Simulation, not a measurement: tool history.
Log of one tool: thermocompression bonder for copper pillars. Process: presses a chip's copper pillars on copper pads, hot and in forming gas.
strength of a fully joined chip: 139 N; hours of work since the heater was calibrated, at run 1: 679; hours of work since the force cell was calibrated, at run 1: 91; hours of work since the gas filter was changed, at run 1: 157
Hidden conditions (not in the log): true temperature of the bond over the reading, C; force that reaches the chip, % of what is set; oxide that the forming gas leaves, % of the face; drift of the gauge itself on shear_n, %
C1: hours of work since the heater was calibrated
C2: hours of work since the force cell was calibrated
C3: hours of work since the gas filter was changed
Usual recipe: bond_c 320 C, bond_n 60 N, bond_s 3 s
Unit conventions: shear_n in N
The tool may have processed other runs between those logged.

Run 1, hour 0.0: usual settings; C1 679; C2 91; C3 157. Result: shear_n 102.7 N.
Run 2, hour 4.4: usual settings; C1 682; C2 94; C3 159. Result: shear_n 102.6 N.
Run 3, hour 8.3: usual settings; C1 685; C2 97; C3 162. Result: shear_n 102.1 N.
Run 4, hour 16.3: usual settings but bond_c 300 C; C1 690; C2 102; C3 167. Result: shear_n 90.9 N.
Run 5, hour 20.8: usual settings but bond_c 300 C; C1 693; C2 105; C3 170. Result: shear_n 90.8 N.
Run 6, hour 29.0: usual settings but bond_c 300 C; C1 698; C2 110; C3 175. Result: shear_n 90.9 N.
Run 7, hour 33.5: usual settings but bond_c 300 C; C1 701; C2 113; C3 178. Result: shear_n 91.2 N.
Run 8, hour 42.8: usual settings but bond_c 300 C; C1 707; C2 119; C3 184. Result: shear_n 90.6 N.
Run 9, hour 51.6: usual settings but bond_c 300 C; C1 713; C2 124; C3 190. Result: shear_n 90.8 N.
At hour 54.3: heater calibrated with a thermocouple chip.
Run 10, hour 58.6: usual settings but bond_c 300 C; C1 3; C2 128; C3 193. Result: shear_n 91.6 N.
Run 11, hour 63.9: usual settings but bond_c 300 C; C1 6; C2 131; C3 196. Result: shear_n 91.5 N.
Run 12, hour 73.0: usual settings; C1 12; C2 137; C3 202. Result: shear_n 102.9 N.
Run 13, hour 80.0: usual settings; C1 17; C2 141; C3 207. Result: shear_n 101.8 N.
Run 14, hour 86.1: usual settings but bond_n 47 N; C1 20; C2 145; C3 211. Result: shear_n 94.4 N.
Run 15, hour 90.3: usual settings but bond_n 47 N; C1 23; C2 148; C3 213. Result: shear_n 94.4 N.
Run 16, hour 95.7: usual settings but bond_n 47 N; C1 27; C2 152; C3 217. Result: shear_n 94.5 N.
At hour 100.0: heater calibrated with a thermocouple chip, once more.
Run 17, hour 105.7: usual settings but bond_c 327 C, bond_n 79 N, bond_s 4 s; C1 4; C2 157; C3 222. Result: shear_n 116.9 N.

Expected results for the next run?
Run 18, hour 114.1: usual settings but bond_c 321 C, bond_n 49 N, bond_s 6 s; C1 9; C2 162; C3 227. Result: shear_n ?.

shear_n: 109.7 N
On a tool with no hidden condition, and with the same random variation, this run would have come out at shear_n 112.2 N.
